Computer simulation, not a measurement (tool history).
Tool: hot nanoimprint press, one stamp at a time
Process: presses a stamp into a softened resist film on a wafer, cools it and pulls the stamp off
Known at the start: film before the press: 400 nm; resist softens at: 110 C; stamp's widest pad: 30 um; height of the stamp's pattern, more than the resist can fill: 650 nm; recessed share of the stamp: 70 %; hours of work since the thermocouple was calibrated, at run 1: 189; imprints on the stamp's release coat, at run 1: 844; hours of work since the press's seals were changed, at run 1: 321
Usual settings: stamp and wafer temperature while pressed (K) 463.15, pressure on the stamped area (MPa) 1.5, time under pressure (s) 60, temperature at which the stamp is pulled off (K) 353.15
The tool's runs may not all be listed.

run	day	stamp and wafer temperature while pressed (K)	pressure on the stamped area (MPa)	time under pressure (s)	temperature at which the stamp is pulled off (K)	hours of work since the thermocouple was calibrated	imprints on the stamp's release coat	hours of work since the press's seals were changed	resist left under the stamp's widest pad (angstrom)	greatest force while the stamp is pulled off (N)
1	0	463.15	1.5	60	353.15	189	844	321	1505	127.8
2	0.812	463.15	1.5	66	353.15	200	916	333	1456	129
# day 1.654: stamp cleaned and given a new release coat
3	1.967	463.15	1.5	66	360.15	212	27	345	1460	95.2
4	2.846	463.15	1.5	66	360.15	224	104	357	1456	96.5
5	3.721	463.15	1.5	66	360.15	236	181	369	1471	96.9
6	4.271	463.15	1.5	66	360.15	244	229	376	1470	98.4
7	4.75	463.15	1.5	66	360.15	250	271	383	1470	97.5
8	5.329	463.15	1.5	66	360.15	258	322	391	1469	98.5
9	5.896	463.15	1.5	66	360.15	266	372	399	1471	99.9
10	6.592	463.15	1.5	32	353.15	275	433	408	1934	122
11	7.017	463.15	1.5	32	353.15	281	470	414	1933	122.3
12	7.858	463.15	1.5	60	353.15	293	544	425	1539	123.3
13	8.579	463.15	1.95	60	353.15	302	607	435	1337	126.8
14	9.221	463.15	1.95	60	361.15	311	664	444	1353	101.9
15	9.629	463.15	1.95	60	361.15	317	699	450	1350	102
16	10.121	463.15	1.06	34	348.15	324	742	456	2215	143.9
17	10.962	461.15	1.5	69	357.15	335	816	468	1594	116
# day 11.338: plate thermocouple calibrated
18	11.729	472.15	1.22	98	339.15	5	872	477	946	172.9
19	12.208	463.15	1.8	60	353.15	12	915	483	1340	127.6
20	12.717	466.15	1.8	60	341.15	19	959	490	1192	168.5
# day 13.088: stamp cleaned and given a new release coat
21	13.858	469.15	1.97	60	350.15	31	67	502	1012	122.5
22	14.5	469.15	1.97	60	350.15	40	124	511	1008	125.2
23	14.917	469.15	1.97	60	350.15	46	160	517	1009	123.1
24	15.675	460.15	1.79	34	342.15	56	227	527	1889	147.6
25	16.325	457.15	1.5	36	344.15	65	284	536	2252	144
26	16.958	463.15	1.63	50	347.15	73	339	545	1534	137
27	17.446	458.15	1.5	113	346.15	80	382	551	1438	141.3
28	17.962	463.15	2.31	60	343.15	87	427	559	1200	152.7
29	18.554	471.15	1.5	34	353.15	95	479	567	1370	120.7

3 ways to go on from here, each from the tool as it stands after run 29. What would each give?
A	19.133	469.15	1.5	60	353.15	103	530	575	?	?
B	19.133	472.15	1.5	82	351.15	103	530	575	?	?
C	19.133	471.15	1.85	95	353.15	103	530	575	?	?

run	resist left under the stamp's widest pad (angstrom)	greatest force while the stamp is pulled off (N)
A	1181	122.5
B	922	129
C	802	124.7
Without the tool's hidden state the same runs would have given:
run	resist left under the stamp's widest pad (angstrom)	greatest force while the stamp is pulled off (N)
A	1155	113.1
B	901	119.1
C	781	115.2
